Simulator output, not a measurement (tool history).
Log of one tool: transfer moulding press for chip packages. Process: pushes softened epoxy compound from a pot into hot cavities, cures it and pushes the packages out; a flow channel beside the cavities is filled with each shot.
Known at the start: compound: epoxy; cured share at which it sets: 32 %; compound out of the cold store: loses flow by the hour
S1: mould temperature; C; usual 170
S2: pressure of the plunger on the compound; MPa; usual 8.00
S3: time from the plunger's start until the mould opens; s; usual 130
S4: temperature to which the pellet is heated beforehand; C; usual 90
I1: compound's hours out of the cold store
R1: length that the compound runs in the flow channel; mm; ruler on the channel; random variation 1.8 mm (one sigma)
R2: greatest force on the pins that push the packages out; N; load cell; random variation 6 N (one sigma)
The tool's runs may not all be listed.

{"run": 1, "hour": 0.0, "S1": 170, "S2": 8.0, "S3": 130, "S4": 90, "I1": 44.5, "R1": 527, "R2": 361}
{"run": 2, "hour": 33.3, "S1": 170, "S2": 8.0, "S3": 130, "S4": 90, "I1": 10.5, "R1": 592, "R2": 419}
{"hour": 41.6, "done": "cavities cleaned with cleaning compound and waxed"}
{"run": 3, "hour": 56.7, "S1": 170, "S2": 8.0, "S3": 130, "S4": 90, "I1": 38.1, "R1": 536, "R2": 567}
{"run": 4, "hour": 74.5, "S1": 170, "S2": 8.0, "S3": 156, "S4": 90, "I1": 34.5, "R1": 543, "R2": 511}
{"run": 5, "hour": 94.5, "S1": 170, "S2": 8.0, "S3": 156, "S4": 90, "I1": 25.4, "R1": 558, "R2": 515}
{"hour": 113.1, "done": "cavities cleaned with cleaning compound and waxed, once more"}
{"run": 6, "hour": 126.7, "S1": 170, "S2": 8.0, "S3": 156, "S4": 90, "I1": 34.9, "R1": 540, "R2": 255}
{"run": 7, "hour": 147.0, "S1": 170, "S2": 8.0, "S3": 130, "S4": 90, "I1": 42.4, "R1": 528, "R2": 317}
{"run": 8, "hour": 171.5, "S1": 170, "S2": 8.0, "S3": 130, "S4": 90, "I1": 45.1, "R1": 523, "R2": 376}
{"hour": 201.2, "done": "cavities cleaned with cleaning compound and waxed"}
{"run": 9, "hour": 203.5, "S1": 170, "S2": 8.0, "S3": 130, "S4": 90, "I1": 40.0, "R1": 528, "R2": 240}
{"run": 10, "hour": 240.9, "S1": 170, "S2": 8.0, "S3": 130, "S4": 90, "I1": 35.8, "R1": 535, "R2": 339}
{"run": 11, "hour": 278.2, "S1": 170, "S2": 6.12, "S3": 130, "S4": 90, "I1": 37.2, "R1": 464, "R2": 411}
{"hour": 288.5, "done": "cavities cleaned with cleaning compound and waxed"}
{"run": 12, "hour": 301.8, "S1": 170, "S2": 6.12, "S3": 130, "S4": 90, "I1": 37.9, "R1": 462, "R2": 274}
{"run": 13, "hour": 326.5, "S1": 170, "S2": 8.0, "S3": 130, "S4": 90, "I1": 34.5, "R1": 535, "R2": 335}
{"run": 14, "hour": 352.1, "S1": 170, "S2": 8.0, "S3": 130, "S4": 90, "I1": 20.9, "R1": 556, "R2": 401}
{"hour": 376.7, "done": "cavities cleaned with cleaning compound and waxed"}
{"run": 15, "hour": 392.4, "S1": 170, "S2": 8.0, "S3": 130, "S4": 98, "I1": 30.3, "R1": 538, "R2": 282}
{"run": 16, "hour": 412.6, "S1": 170, "S2": 8.0, "S3": 130, "S4": 98, "I1": 20.9, "R1": 552, "R2": 343}
{"run": 17, "hour": 441.7, "S1": 170, "S2": 8.0, "S3": 130, "S4": 98, "I1": 23.7, "R1": 545, "R2": 397}
{"hour": 465.8, "done": "cavities cleaned with cleaning compound and waxed"}
{"run": 18, "hour": 480.0, "S1": 175, "S2": 6.63, "S3": 113, "S4": 85, "I1": 44.6, "R1": 453, "R2": 251}
{"run": 19, "hour": 505.6, "S1": 164, "S2": 6.63, "S3": 126, "S4": 80, "I1": 12.8, "R1": 534, "R2": 439}
{"run": 20, "hour": 545.1, "S1": 170, "S2": 8.15, "S3": 127, "S4": 90, "I1": 26.7, "R1": 542, "R2": 409}
{"hour": 552.8, "done": "cavities cleaned with cleaning compound and waxed"}
{"run": 21, "hour": 572.1, "S1": 170, "S2": 6.86, "S3": 143, "S4": 81, "I1": 35.5, "R1": 483, "R2": 275}
{"run": 22, "hour": 610.7, "S1": 167, "S2": 7.98, "S3": 127, "S4": 90, "I1": 22.0, "R1": 548, "R2": 405}
{"run": 23, "hour": 637.9, "S1": 167, "S2": 7.98, "S3": 127, "S4": 90, "I1": 42.7, "R1": 513, "R2": 462}
{"hour": 642.4, "done": "cavities cleaned with cleaning compound and waxed"}
{"hour": 661.0, "done": "plunger's sealing rings changed"}
{"run": 24, "hour": 673.8, "S1": 171, "S2": 8.0, "S3": 130, "S4": 89, "I1": 22.7, "R1": 564, "R2": 319}
{"run": 25, "hour": 689.9, "S1": 178, "S2": 8.0, "S3": 130, "S4": 90, "I1": 16.3, "R1": 556, "R2": 339}
{"run": 26, "hour": 707.1, "S1": 164, "S2": 8.13, "S3": 130, "S4": 90, "I1": 22.5, "R1": 586, "R2": 456}
{"hour": 735.0, "done": "cavities cleaned with cleaning compound and waxed"}
{"run": 27, "hour": 745.9, "S1": 170, "S2": 8.0, "S3": 147, "S4": 90, "I1": 15.6, "R1": 579, "R2": 241}
{"run": 28, "hour": 769.3, "S1": 170, "S2": 8.28, "S3": 148, "S4": 90, "I1": 14.5, "R1": 589, "R2": 319}

Forecast each of these 4 alternatives for the next run:
{"run": "A", "hour": 807.8, "S1": 170, "S2": 8.0, "S3": 132, "S4": 90, "I1": 37.3, "R1": "?", "R2": "?"}
{"run": "B", "hour": 807.8, "S1": 174, "S2": 7.28, "S3": 147, "S4": 90, "I1": 24.2, "R1": "?", "R2": "?"}
{"run": "C", "hour": 807.8, "S1": 176, "S2": 9.45, "S3": 170, "S4": 90, "I1": 13.1, "R1": "?", "R2": "?"}
{"run": "D", "hour": 807.8, "S1": 170, "S2": 8.28, "S3": 114, "S4": 80, "I1": 36.6, "R1": "?", "R2": "?"}

run=A R1=532 R2=406
run=B R1=519 R2=382
run=C R1=608 R2=386
run=D R1=544 R2=430
Without the tool's hidden state the same runs would have given:
run=A R1=539 R2=225
run=B R1=526 R2=204
run=C R1=616 R2=209
run=D R1=551 R2=236

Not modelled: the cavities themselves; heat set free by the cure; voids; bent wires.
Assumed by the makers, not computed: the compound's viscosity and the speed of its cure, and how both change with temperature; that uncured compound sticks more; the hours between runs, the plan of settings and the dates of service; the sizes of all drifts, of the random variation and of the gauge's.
